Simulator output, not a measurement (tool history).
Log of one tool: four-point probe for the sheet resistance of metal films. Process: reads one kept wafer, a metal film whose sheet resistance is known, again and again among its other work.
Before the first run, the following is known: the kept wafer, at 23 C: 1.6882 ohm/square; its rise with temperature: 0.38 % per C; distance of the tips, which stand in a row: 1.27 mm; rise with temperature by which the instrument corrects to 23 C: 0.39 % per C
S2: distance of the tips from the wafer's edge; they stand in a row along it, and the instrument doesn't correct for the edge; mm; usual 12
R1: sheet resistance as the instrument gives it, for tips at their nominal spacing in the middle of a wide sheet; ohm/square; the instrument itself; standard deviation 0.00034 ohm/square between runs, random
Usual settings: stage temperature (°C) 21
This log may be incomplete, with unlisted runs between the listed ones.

Run 1, hour 0: usual settings. Result: R1 1.697172 ohm/square.
Run 2, hour 14.3: usual settings but stage temperature (°C) 34. Result: R1 1.694498 ohm/square.
Run 3, hour 33.5: usual settings but stage temperature (°C) 34. Result: R1 1.694122 ohm/square.
Run 4, hour 55: usual settings but stage temperature (°C) 34. Result: R1 1.69548 ohm/square.
Run 5, hour 78.4: usual settings but stage temperature (°C) 34. Result: R1 1.694469 ohm/square.
Run 6, hour 102: usual settings but stage temperature (°C) 34, S2 21 mm. Result: R1 1.688218 ohm/square.
Run 7, hour 120: usual settings but S2 7 mm. Result: R1 1.717012 ohm/square.
Run 8, hour 142.7: usual settings but stage temperature (°C) 34. Result: R1 1.694485 ohm/square.
Run 9, hour 162.3: usual settings but stage temperature (°C) 34. Result: R1 1.694786 ohm/square.
Run 10, hour 174.1: usual settings. Result: R1 1.697097 ohm/square.
Run 11, hour 186.3: usual settings. Result: R1 1.696963 ohm/square.
Run 12, hour 197.5: usual settings. Result: R1 1.697959 ohm/square.
Run 13, hour 219.3: usual settings but stage temperature (°C) 30. Result: R1 1.695466 ohm/square.
Run 14, hour 243.1: usual settings. Result: R1 1.697675 ohm/square.
Run 15, hour 266.9: usual settings. Result: R1 1.697342 ohm/square.
Run 16, hour 277.5: usual settings. Result: R1 1.697417 ohm/square.
Run 17, hour 295.8: usual settings. Result: R1 1.697525 ohm/square.
Run 18, hour 315.2: usual settings. Result: R1 1.697285 ohm/square.
Run 19, hour 327.3: usual settings. Result: R1 1.698101 ohm/square.
Run 20, hour 343.4: usual settings. Result: R1 1.697553 ohm/square.
Run 21, hour 366.4: usual settings. Result: R1 1.698657 ohm/square.
Run 22, hour 389: usual settings. Result: R1 1.697933 ohm/square.
Run 23, hour 409.3: usual settings. Result: R1 1.698141 ohm/square.
Run 24, hour 424.4: usual settings but stage temperature (°C) 23, S2 30 mm. Result: R1 1.689035 ohm/square.
Run 25, hour 445.9: usual settings but stage temperature (°C) 18, S2 5 mm. Result: R1 1.744959 ohm/square.
Run 26, hour 458.2: usual settings but stage temperature (°C) 18, S2 5 mm. Result: R1 1.744668 ohm/square.
Run 27, hour 469: usual settings but stage temperature (°C) 23, S2 9 mm. Result: R1 1.705327 ohm/square.
Run 28, hour 483.3: usual settings but S2 6 mm. Result: R1 1.728236 ohm/square.
Run 29, hour 500.6: usual settings but S2 6 mm. Result: R1 1.728214 ohm/square.
Run 30, hour 512.7: usual settings but stage temperature (°C) 29, S2 4 mm. Result: R1 1.77294 ohm/square.
Run 31, hour 525.5: usual settings but stage temperature (°C) 27. Result: R1 1.696761 ohm/square.
Run 32, hour 548: usual settings but stage temperature (°C) 29, S2 13 mm. Result: R1 1.694763 ohm/square.
Run 33, hour 572.7: usual settings but S2 50 mm. Result: R1 1.688865 ohm/square.
Run 34, hour 588.6: usual settings but stage temperature (°C) 35, S2 18 mm. Result: R1 1.690239 ohm/square.
Run 35, hour 600.3: usual settings but stage temperature (°C) 19, S2 29 mm. Result: R1 1.690317 ohm/square.
Run 36, hour 616.3: usual settings but stage temperature (°C) 19, S2 29 mm. Result: R1 1.689877 ohm/square.
Run 37, hour 634.1: usual settings but stage temperature (°C) 19, S2 29 mm. Result: R1 1.690346 ohm/square.
Run 38, hour 652.1: usual settings but stage temperature (°C) 19. Result: R1 1.699311 ohm/square.
Run 39, hour 673.6: usual settings but stage temperature (°C) 27, S2 9 mm. Result: R1 1.70512 ohm/square.
Run 40, hour 688.2: usual settings but stage temperature (°C) 32, S2 5 mm. Result: R1 1.743321 ohm/square.
Run 41, hour 703.8: usual settings but stage temperature (°C) 28, S2 7 mm. Result: R1 1.717114 ohm/square.
Run 42, hour 716.9: usual settings but stage temperature (°C) 34, S2 14 mm. Result: R1 1.693794 ohm/square.
Run 43, hour 739.3: usual settings but stage temperature (°C) 22, S2 5 mm. Result: R1 1.744975 ohm/square.
Run 44, hour 761: usual settings but stage temperature (°C) 27, S2 21 mm. Result: R1 1.690648 ohm/square.
Run 45, hour 773.3: usual settings but stage temperature (°C) 27, S2 21 mm. Result: R1 1.690971 ohm/square.

Not shown: 2 entries that the log had between the listed runs. Between which runs, and how does the tool's hidden state differ before and after?
Logged between run 25 and run 26: stage's thermometer calibrated (hour 448.2)
  inner tips' distance over the nominal, %: -0.062 -> -0.06; wafer's true temperature over the reading, C: 0.07 -> 0.09
  measured result minus the result with no hidden state, R1: -0.000652 -> -0.000521 ohm/square
Logged between run 29 and run 30: stage's thermometer calibrated, once more (hour 512.5)
  inner tips' distance over the nominal, %: -0.056 -> -0.054; wafer's true temperature over the reading, C: 0.09 -> 0.08
  measured result minus the result with no hidden state, R1: -0.000413 -> -0.000491 ohm/square
